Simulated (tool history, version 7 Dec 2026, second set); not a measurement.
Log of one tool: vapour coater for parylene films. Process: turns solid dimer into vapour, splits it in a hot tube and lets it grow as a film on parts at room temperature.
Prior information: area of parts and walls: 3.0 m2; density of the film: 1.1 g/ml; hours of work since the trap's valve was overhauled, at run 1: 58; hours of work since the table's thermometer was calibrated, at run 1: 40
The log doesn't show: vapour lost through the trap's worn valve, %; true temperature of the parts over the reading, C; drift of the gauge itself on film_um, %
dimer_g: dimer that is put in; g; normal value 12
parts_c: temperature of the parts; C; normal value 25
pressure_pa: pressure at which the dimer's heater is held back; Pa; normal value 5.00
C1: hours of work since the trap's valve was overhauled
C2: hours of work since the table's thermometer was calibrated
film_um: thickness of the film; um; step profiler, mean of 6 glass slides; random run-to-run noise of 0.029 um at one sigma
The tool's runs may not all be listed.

{"run": 1, "hour": 0.0, "dimer_g": 12, "parts_c": 25, "pressure_pa": 5.0, "C1": 58, "C2": 40, "film_um": 2.58}
{"run": 2, "hour": 11.3, "dimer_g": 12, "parts_c": 25, "pressure_pa": 5.0, "C1": 66, "C2": 48, "film_um": 2.54}
{"run": 3, "hour": 27.0, "dimer_g": 12, "parts_c": 35, "pressure_pa": 5.0, "C1": 76, "C2": 58, "film_um": 2.12}
{"run": 4, "hour": 43.7, "dimer_g": 22, "parts_c": 25, "pressure_pa": 5.0, "C1": 88, "C2": 70, "film_um": 4.66}
{"run": 5, "hour": 51.0, "dimer_g": 22, "parts_c": 25, "pressure_pa": 5.0, "C1": 93, "C2": 75, "film_um": 4.64}
{"run": 6, "hour": 65.6, "dimer_g": 22, "parts_c": 24, "pressure_pa": 5.0, "C1": 103, "C2": 85, "film_um": 4.8}
{"run": 7, "hour": 76.0, "dimer_g": 20, "parts_c": 25, "pressure_pa": 5.0, "C1": 110, "C2": 92, "film_um": 4.19}
{"run": 8, "hour": 87.9, "dimer_g": 20, "parts_c": 25, "pressure_pa": 5.0, "C1": 118, "C2": 100, "film_um": 4.17}
{"run": 9, "hour": 97.4, "dimer_g": 8, "parts_c": 24, "pressure_pa": 5.0, "C1": 124, "C2": 106, "film_um": 1.67}
{"run": 10, "hour": 104.7, "dimer_g": 8, "parts_c": 24, "pressure_pa": 5.0, "C1": 129, "C2": 111, "film_um": 1.67}
{"run": 11, "hour": 121.7, "dimer_g": 8, "parts_c": 23, "pressure_pa": 11.02, "C1": 141, "C2": 123, "film_um": 1.49}

Forecast run 12:
{"run": 12, "hour": 135.2, "dimer_g": 9, "parts_c": 33, "pressure_pa": 4.8, "C1": 150, "C2": 132, "film_um": "?"}

Run 12 gave film_um 1.63 um.
With the hidden condition absent and the run-to-run variation left alone, this run would have shown film_um 1.73 um.
